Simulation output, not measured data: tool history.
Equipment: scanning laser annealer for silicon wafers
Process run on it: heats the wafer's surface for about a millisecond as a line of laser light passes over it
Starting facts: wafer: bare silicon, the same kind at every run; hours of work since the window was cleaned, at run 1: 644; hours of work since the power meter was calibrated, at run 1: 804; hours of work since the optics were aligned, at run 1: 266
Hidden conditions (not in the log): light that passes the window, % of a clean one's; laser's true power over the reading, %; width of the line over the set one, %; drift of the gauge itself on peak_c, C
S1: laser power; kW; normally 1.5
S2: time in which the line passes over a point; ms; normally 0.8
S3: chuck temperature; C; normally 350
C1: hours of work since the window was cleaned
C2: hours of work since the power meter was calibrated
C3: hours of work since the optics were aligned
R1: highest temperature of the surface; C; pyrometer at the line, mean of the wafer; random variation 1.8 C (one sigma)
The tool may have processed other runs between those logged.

run	hour	S1	S2	S3	C1	C2	C3	R1
1	0	1.5	0.8	350	644	804	266	1059
2	14.8	1.5	0.612	350	655	815	277	968
3	38.4	1.5	0.612	350	673	833	295	969
4	52.8	1.5	0.8	350	684	843	306	1057
5	66.9	1.5	0.8	390	694	854	316	1098
6	86.4	1.5	0.8	390	709	869	331	1095
7	104.7	1.5	0.8	390	723	882	345	1096
8	127.1	1.49	0.8	350	739	899	361	1051
9	149	1.49	0.8	350	756	915	378	1049
10	177	1.295	0.8	349	777	936	399	964
11	195.4	1.378	0.8	313	791	950	413	960
12	210.9	1.378	0.8	313	802	962	424	960
13	222.7	1.642	0.763	336	811	971	433	1085

Here are 3 independent what-if runs from the current tool condition. What would each one return?
A	247.2	1.594	0.735	325	829	989	451	?
B	247.2	1.35	0.886	336	829	989	451	?
C	247.2	1.629	0.583	350	829	989	451	?

run	R1
A	1042
B	1002
C	995
Had the tool no hidden state, the same runs would have come out as:
run	R1
A	1065
B	1025
C	1016

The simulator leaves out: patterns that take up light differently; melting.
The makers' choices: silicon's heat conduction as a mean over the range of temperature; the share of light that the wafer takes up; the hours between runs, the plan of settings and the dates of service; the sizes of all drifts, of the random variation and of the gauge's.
